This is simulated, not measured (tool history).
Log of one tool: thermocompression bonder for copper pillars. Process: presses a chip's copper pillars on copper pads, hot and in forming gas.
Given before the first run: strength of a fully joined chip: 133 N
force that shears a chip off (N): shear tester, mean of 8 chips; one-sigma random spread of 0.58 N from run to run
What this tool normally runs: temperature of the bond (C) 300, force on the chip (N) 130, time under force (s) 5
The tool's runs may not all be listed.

run    hour  temperature of the bond (C)  force on the chip (N)  time under force (s)  force that shears a chip off (N)
  1     0.0                          300                    130                     5                              57.3
  2    44.5                          300                     84                     5                              41.2
  3   122.4                          300                    106                     5                              47.4
  4   201.4                          300                    106                     5                              48.0
  5   252.9                          311                    130                     5                              64.0
  6   321.8                          301                    130                     5                              55.1
      332.1  -- heater calibrated with a thermocouple chip
      351.2  -- forming gas filter changed
  7   362.1                          300                    138                     5                              64.0
  8   407.9                          300                    138                     5                              63.1
  9   481.1                          300                    130                     5                              60.9
 10   540.6                          300                    130                     5                              60.8
 11   604.5                          300                    130                     5                              58.8
 12   657.3                          300                    130                     5                              59.3
 13   739.6                          272                    130                     5                              38.5
      754.5  -- forming gas filter changed
 14   809.0                          270                    130                     5                              38.1
 15   891.5                          270                    130                     5                              37.3
 16   931.2                          270                    130                     5                              37.1
 17  1013.6                          270                    130                     5                              36.0
 18  1080.8                          270                    130                     5                              36.3
 19  1121.8                          270                    130                     5                              35.8
     1157.8  -- forming gas filter changed
 20  1157.8                          270                    130                     5                              37.9
 21  1196.6                          292                    130                     6                              56.2
 22  1254.6                          292                    130                     6                              55.3
 23  1295.0                          271                     88                     4                              24.2
 24  1356.2                          300                    157                    13                              86.5
 25  1392.3                          302                     92                     7                              51.7
 26  1457.0                          302                     92                     7                              51.6
 27  1509.2                          329                    130                     3                              66.7
     1560.3  -- forming gas filter changed
 28  1570.8                          279                    130                     9                              52.8
     1616.7  -- heater calibrated with a thermocouple chip
 29  1655.0                          293                    192                     4                              64.3
 30  1706.5                          293                    192                     4                              64.0
 31  1764.3                          293                    108                     8                              55.6
 32  1840.7                          293                    108                    13                              64.7
 33  1902.5                          293                    108                    13                              64.6
 34  1939.6                          309                     80                    14                              64.6
     1968.6  -- forming gas filter changed
 35  1997.9                          308                    135                     7                              73.0
 36  2079.8                          306                     99                     7                              57.4
 37  2151.6                          300                    130                     5                              57.2
 38  2224.4                          300                    193                     5                              73.1
 39  2302.4                          300                    193                     5                              70.2

Measured result minus the same run's result without the hidden state. Both carry the same run-to-run variation, though not necessarily the same gauge scatter:
Unlogged tool condition in this case: true temperature of the bond over the reading, C; force that reaches the chip, % of what is set; oxide that the forming gas leaves, % of the face; drift of the gauge itself on shear_n, %.
run  force that shears a chip off (N)
  1                              -5.6
  2                              -4.8
  3                              -5.9
  4                              -6.5
  5                              -8.0
  6                              -8.2
  7                              -0.7
  8                              -1.1
  9                              -1.6
 10                              -2.2
 11                              -2.7
 12                              -3.1
 13                              -2.6
 14                              -2.0
 15                              -2.5
 16                              -2.7
 17                              -3.1
 18                              -3.6
 19                              -3.8
 20                              -2.9
 21                              -4.0
 22                              -4.4
 23                              -2.6
 24                              -6.2
 25                              -5.2
 26                              -5.8
 27                              -6.9
 28                              -5.4
 29                              -3.5
 30                              -4.0
 31                              -4.1
 32                              -5.2
 33                              -5.8
 34                              -6.1
 35                              -4.8
 36                              -5.0
 37                              -5.7
 38                              -7.2
 39                              -7.8
